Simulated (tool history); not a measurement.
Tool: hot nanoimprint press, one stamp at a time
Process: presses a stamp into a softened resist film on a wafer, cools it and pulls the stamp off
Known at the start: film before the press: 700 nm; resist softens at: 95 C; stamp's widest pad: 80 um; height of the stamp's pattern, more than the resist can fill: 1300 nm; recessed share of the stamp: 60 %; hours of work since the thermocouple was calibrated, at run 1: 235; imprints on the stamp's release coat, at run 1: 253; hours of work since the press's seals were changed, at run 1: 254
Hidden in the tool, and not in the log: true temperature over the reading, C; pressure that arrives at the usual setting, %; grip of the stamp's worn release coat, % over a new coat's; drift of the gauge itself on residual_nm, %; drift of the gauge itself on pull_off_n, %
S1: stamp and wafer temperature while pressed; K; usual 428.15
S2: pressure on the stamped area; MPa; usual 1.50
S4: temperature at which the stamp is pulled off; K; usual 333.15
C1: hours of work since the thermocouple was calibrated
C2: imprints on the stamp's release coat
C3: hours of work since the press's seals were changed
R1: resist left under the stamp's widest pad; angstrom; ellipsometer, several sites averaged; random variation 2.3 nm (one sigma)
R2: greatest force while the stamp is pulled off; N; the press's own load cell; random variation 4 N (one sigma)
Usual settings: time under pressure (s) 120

run 1 hour=0.0 | S1=428.15 S2=1.50 time_under_pressure_(s)=120 S4=333.15 | C1=235 C2=253 C3=254 | R1=3999 R2=199
run 2 hour=20.4 | S1=417.15 S2=1.50 time_under_pressure_(s)=120 S4=333.15 | C1=247 C2=305 C3=266 | R1=5908 R2=210
run 3 hour=41.4 | S1=417.15 S2=1.50 time_under_pressure_(s)=120 S4=333.15 | C1=259 C2=357 C3=278 | R1=5884 R2=208
run 4 hour=59.5 | S1=428.15 S2=1.50 time_under_pressure_(s)=120 S4=333.15 | C1=269 C2=403 C3=289 | R1=4014 R2=204
run 5 hour=71.4 | S1=428.15 S2=1.50 time_under_pressure_(s)=120 S4=333.15 | C1=276 C2=433 C3=295 | R1=3966 R2=201
run 6 hour=93.7 | S1=428.15 S2=1.77 time_under_pressure_(s)=120 S4=333.15 | C1=289 C2=489 C3=308 | R1=3760 R2=202
run 7 hour=110.7 | S1=428.15 S2=1.50 time_under_pressure_(s)=120 S4=333.15 | C1=299 C2=532 C3=318 | R1=4022 R2=213
run 8 hour=125.7 | S1=428.15 S2=1.50 time_under_pressure_(s)=120 S4=333.15 | C1=308 C2=570 C3=327 | R1=4002 R2=205
run 9 hour=146.6 | S1=428.15 S2=1.50 time_under_pressure_(s)=120 S4=333.15 | C1=320 C2=623 C3=339 | R1=3983 R2=216
run 10 hour=162.3 | S1=428.15 S2=1.50 time_under_pressure_(s)=120 S4=333.15 | C1=329 C2=662 C3=348 | R1=4033 R2=215
run 11 hour=180.7 | S1=433.15 S2=1.39 time_under_pressure_(s)=88 S4=337.15 | C1=340 C2=709 C3=359 | R1=3647 R2=201
run 12 hour=202.4 | S1=432.15 S2=2.19 time_under_pressure_(s)=120 S4=333.15 | C1=352 C2=763 C3=372 | R1=2792 R2=212
run 13 hour=219.1 | S1=432.15 S2=2.19 time_under_pressure_(s)=120 S4=333.15 | C1=362 C2=806 C3=381 | R1=2805 R2=212
run 14 hour=235.2 | S1=428.15 S2=1.36 time_under_pressure_(s)=120 S4=333.15 | C1=372 C2=846 C3=391 | R1=4102 R2=221

Forecast run 15:
run 15 hour=245.1 | S1=436.15 S2=2.24 time_under_pressure_(s)=120 S4=339.15 | C1=377 C2=871 C3=396 | R1=? R2=?

{"run 15": {"R1": 2275, "R2": 188}}
Without the tool's hidden state the same run would have given R1 2356 angstrom, R2 165 N.
